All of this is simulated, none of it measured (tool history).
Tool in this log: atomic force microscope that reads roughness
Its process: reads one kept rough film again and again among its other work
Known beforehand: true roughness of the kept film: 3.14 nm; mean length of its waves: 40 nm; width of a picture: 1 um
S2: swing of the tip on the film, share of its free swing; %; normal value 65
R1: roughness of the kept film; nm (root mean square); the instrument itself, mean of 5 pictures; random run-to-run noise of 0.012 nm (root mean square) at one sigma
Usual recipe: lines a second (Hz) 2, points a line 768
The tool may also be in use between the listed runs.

Run 1, day 0: usual settings. Result: R1 2.543 nm (root mean square).
Run 2, day 1.029: usual settings. Result: R1 2.452 nm (root mean square).
At day 2.246: new tip fitted.
Run 3, day 3.425: usual settings. Result: R1 2.579 nm (root mean square).
Run 4, day 4.704: usual settings. Result: R1 2.469 nm (root mean square).
At day 5.954: new tip fitted.
Run 5, day 6.388: usual settings. Result: R1 2.63 nm (root mean square).
Run 6, day 8.6: usual settings but points a line 513. Result: R1 2.444 nm (root mean square).
At day 9.592: new tip fitted.
Run 7, day 9.646: usual settings but points a line 513. Result: R1 2.694 nm (root mean square).
Run 8, day 11.329: usual settings but S2 70 %. Result: R1 2.464 nm (root mean square).
Run 9, day 12.638: usual settings but S2 70 %. Result: R1 2.357 nm (root mean square).
At day 13.233: new tip fitted.
Run 10, day 15.071: usual settings but S2 60 %. Result: R1 2.588 nm (root mean square).
Run 11, day 16.071: usual settings but lines a second (Hz) 3.28. Result: R1 2.314 nm (root mean square).
At day 16.938: new tip fitted.
Run 12, day 17.129: usual settings but lines a second (Hz) 3.28. Result: R1 2.54 nm (root mean square).
Run 13, day 19.5: usual settings but lines a second (Hz) 3.28. Result: R1 2.32 nm (root mean square).
At day 20.592: new tip fitted.
Run 14, day 21.358: usual settings but lines a second (Hz) 3.28. Result: R1 2.497 nm (root mean square).
Run 15, day 22.392: usual settings but lines a second (Hz) 3.28. Result: R1 2.399 nm (root mean square).
At day 24.358: new tip fitted.
Run 16, day 24.55: usual settings but lines a second (Hz) 3.28. Result: R1 2.523 nm (root mean square).
Run 17, day 26.504: usual settings but lines a second (Hz) 3.28. Result: R1 2.361 nm (root mean square).
Run 18, day 27.554: usual settings. Result: R1 2.381 nm (root mean square).
At day 28.071: new tip fitted.
Run 19, day 29.012: usual settings. Result: R1 2.58 nm (root mean square).
Run 20, day 31.129: usual settings. Result: R1 2.41 nm (root mean square).
At day 31.717: new tip fitted.
Run 21, day 32.833: usual settings but lines a second (Hz) 0.57. Result: R1 2.711 nm (root mean square).
Run 22, day 34.558: usual settings. Result: R1 2.392 nm (root mean square).
At day 35.521: new tip fitted.
Run 23, day 36.358: usual settings. Result: R1 2.618 nm (root mean square).
Run 24, day 37.708: usual settings. Result: R1 2.462 nm (root mean square).
At day 39.246: new tip fitted.
Run 25, day 40.058: usual settings. Result: R1 2.579 nm (root mean square).
Run 26, day 42.162: usual settings. Result: R1 2.415 nm (root mean square).
At day 42.921: new tip fitted.
Run 27, day 44.058: usual settings but lines a second (Hz) 2.7. Result: R1 2.476 nm (root mean square).
Run 28, day 45.383: usual settings but lines a second (Hz) 2.7. Result: R1 2.376 nm (root mean square).
Run 29, day 46.438: usual settings but lines a second (Hz) 2.7. Result: R1 2.267 nm (root mean square).
At day 46.638: new tip fitted.
Run 30, day 48.025: usual settings but lines a second (Hz) 2.67, S2 57 %, points a line 1011. Result: R1 2.594 nm (root mean square).
Run 31, day 49.529: usual settings but lines a second (Hz) 2.67, S2 84 %, points a line 520. Result: R1 1.976 nm (root mean square).
At day 50.271: new tip fitted.
Run 32, day 50.612: usual settings but lines a second (Hz) 2.67, S2 84 %, points a line 520. Result: R1 2.161 nm (root mean square).
Run 33, day 52.833: usual settings but lines a second (Hz) 2.67, S2 84 %, points a line 520. Result: R1 1.992 nm (root mean square).
At day 54.038: new tip fitted.
Run 34, day 54.862: usual settings but lines a second (Hz) 2.67, S2 79 %, points a line 982. Result: R1 2.235 nm (root mean square).
Run 35, day 56.733: usual settings but lines a second (Hz) 1.33, S2 79 %, points a line 264. Result: R1 2.304 nm (root mean square).
At day 57.654: new tip fitted.
Run 36, day 58.325: usual settings but lines a second (Hz) 1.33, S2 79 %, points a line 264. Result: R1 2.48 nm (root mean square).
Run 37, day 59.517: usual settings but lines a second (Hz) 1.33, S2 79 %, points a line 596. Result: R1 2.39 nm (root mean square).
Run 38, day 60.617: usual settings but lines a second (Hz) 1.33, S2 79 %, points a line 596. Result: R1 2.334 nm (root mean square).
At day 61.312: new tip fitted.
Run 39, day 62.854: usual settings but lines a second (Hz) 2.11, S2 79 %, points a line 445. Result: R1 2.272 nm (root mean square).
Run 40, day 64.646: usual settings but lines a second (Hz) 1.16, S2 56 %, points a line 273. Result: R1 2.496 nm (root mean square).
At day 64.996: new tip fitted.
Run 41, day 66.888: usual settings but lines a second (Hz) 1.16, S2 56 %, points a line 273. Result: R1 2.611 nm (root mean square).
At day 68.667: new tip fitted.
Run 42, day 68.667: usual settings but lines a second (Hz) 0.72, S2 57 %, points a line 276. Result: R1 2.816 nm (root mean square).
Run 43, day 70.929: usual settings but lines a second (Hz) 0.72, S2 57 %, points a line 276. Result: R1 2.591 nm (root mean square).
At day 72.329: new tip fitted.
Run 44, day 72.329: usual settings but S2 58 %, points a line 630. Result: R1 2.75 nm (root mean square).
Run 45, day 73.788: usual settings but lines a second (Hz) 1.09, S2 89 %, points a line 386. Result: R1 2.334 nm (root mean square).
Run 46, day 75.508: usual settings but points a line 304. Result: R1 2.37 nm (root mean square).
At day 76.125: new tip fitted.
Run 47, day 77.471: usual settings but lines a second (Hz) 3.25, points a line 701. Result: R1 2.391 nm (root mean square).
Run 48, day 78.879: usual settings but lines a second (Hz) 0.8, S2 56 %, points a line 701. Result: R1 2.552 nm (root mean square).
At day 79.762: new tip fitted.
Run 49, day 80.829: usual settings but lines a second (Hz) 0.8, S2 60 %, points a line 417. Result: R1 2.702 nm (root mean square).
Run 50, day 83.225: usual settings but lines a second (Hz) 0.5, S2 75 %, points a line 985. Result: R1 2.489 nm (root mean square).
At day 83.454: new tip fitted.
Run 51, day 84.229: usual settings but lines a second (Hz) 0.59, S2 67 %, points a line 303. Result: R1 2.704 nm (root mean square).

Predict each of these 3 candidate next runs independently; none follows another, all start after run 51:
Run A, day 85.262: usual settings but lines a second (Hz) 0.59, S2 88 %, points a line 622. Result: R1 ?.
Run B, day 85.262: usual settings but lines a second (Hz) 0.59, S2 68 %, points a line 303. Result: R1 ?.
Run C, day 85.262: usual settings but lines a second (Hz) 0.68, S2 71 %, points a line 522. Result: R1 ?.

run     R1
  A  2.485
  B  2.611
  C  2.573
Without the tool's unlogged condition, the same runs would have read:
run     R1
  A  2.736
  B  2.875
  C  2.834

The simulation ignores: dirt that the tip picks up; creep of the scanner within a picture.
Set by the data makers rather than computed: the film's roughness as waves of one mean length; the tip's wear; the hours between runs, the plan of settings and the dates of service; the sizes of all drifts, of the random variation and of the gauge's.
